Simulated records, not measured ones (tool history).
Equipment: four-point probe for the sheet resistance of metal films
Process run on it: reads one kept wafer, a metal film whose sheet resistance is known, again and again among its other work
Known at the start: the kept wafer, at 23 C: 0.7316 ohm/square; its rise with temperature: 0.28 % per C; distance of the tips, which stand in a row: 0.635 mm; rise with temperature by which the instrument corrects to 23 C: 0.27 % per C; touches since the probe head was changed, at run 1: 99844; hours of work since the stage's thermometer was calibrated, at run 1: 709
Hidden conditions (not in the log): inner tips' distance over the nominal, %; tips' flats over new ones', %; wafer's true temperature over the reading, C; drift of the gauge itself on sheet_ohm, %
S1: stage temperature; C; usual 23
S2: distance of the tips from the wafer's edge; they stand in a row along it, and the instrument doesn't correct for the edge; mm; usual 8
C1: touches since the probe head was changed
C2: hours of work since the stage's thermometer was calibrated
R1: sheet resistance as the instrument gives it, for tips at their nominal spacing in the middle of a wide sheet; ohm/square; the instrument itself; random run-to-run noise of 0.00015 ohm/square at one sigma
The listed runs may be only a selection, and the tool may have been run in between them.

run 1 hour=0.0 | S1=23 S2=8 | C1=99844 C2=709 | R1=0.721707
run 2 hour=57.2 | S1=23 S2=8 | C1=102079 C2=744 | R1=0.721354
run 3 hour=133.0 | S1=23 S2=8 | C1=105041 C2=790 | R1=0.721383
-- hour=168.0 new probe head fitted
run 4 hour=209.0 | S1=24 S2=8 | C1=1601 C2=837 | R1=0.734403
run 5 hour=273.5 | S1=24 S2=15 | C1=4121 C2=876 | R1=0.732165
run 6 hour=351.4 | S1=21 S2=8 | C1=7167 C2=924 | R1=0.733544
run 7 hour=429.8 | S1=23 S2=8 | C1=10228 C2=972 | R1=0.733332
run 8 hour=474.1 | S1=23 S2=8 | C1=11959 C2=1000 | R1=0.733280
run 9 hour=514.0 | S1=23 S2=8 | C1=13519 C2=1024 | R1=0.733072
run 10 hour=581.9 | S1=23 S2=8 | C1=16169 C2=1066 | R1=0.732905
run 11 hour=661.1 | S1=23 S2=8 | C1=19263 C2=1114 | R1=0.732427
run 12 hour=710.4 | S1=23 S2=8 | C1=21190 C2=1145 | R1=0.732310
run 13 hour=790.7 | S1=29 S2=36 | C1=24326 C2=1194 | R1=0.729973
run 14 hour=837.9 | S1=29 S2=36 | C1=26173 C2=1223 | R1=0.729997
run 15 hour=881.0 | S1=28 S2=14 | C1=27854 C2=1250 | R1=0.730161
run 16 hour=942.2 | S1=28 S2=65 | C1=30246 C2=1287 | R1=0.729327
run 17 hour=978.7 | S1=27 S2=11 | C1=31672 C2=1310 | R1=0.730591
run 18 hour=1018.4 | S1=20 S2=5 | C1=33225 C2=1334 | R1=0.734928
run 19 hour=1064.8 | S1=32 S2=17 | C1=35037 C2=1363 | R1=0.729769
run 20 hour=1105.3 | S1=20 S2=8 | C1=36619 C2=1388 | R1=0.730722
run 21 hour=1176.2 | S1=20 S2=8 | C1=39389 C2=1431 | R1=0.730491
run 22 hour=1230.1 | S1=20 S2=7 | C1=41493 C2=1464 | R1=0.731147
run 23 hour=1275.6 | S1=23 S2=8 | C1=43273 C2=1492 | R1=0.730216
run 24 hour=1316.2 | S1=22 S2=11 | C1=44858 C2=1517 | R1=0.728566

Forecast each of these 3 alternatives for the next run:
run A hour=1376.8 | S1=19 S2=10 | C1=47224 C2=1555 | R1=?
run B hour=1376.8 | S1=26 S2=8 | C1=47224 C2=1555 | R1=?
run C hour=1376.8 | S1=22 S2=36 | C1=47224 C2=1555 | R1=?

run=A R1=0.728434
run=B R1=0.729803
run=C R1=0.727132
The same runs, with their run-to-run variation unchanged, on a tool lacking any hidden condition would have given:
run=A R1=0.732788
run=B R1=0.734138
run=C R1=0.731467

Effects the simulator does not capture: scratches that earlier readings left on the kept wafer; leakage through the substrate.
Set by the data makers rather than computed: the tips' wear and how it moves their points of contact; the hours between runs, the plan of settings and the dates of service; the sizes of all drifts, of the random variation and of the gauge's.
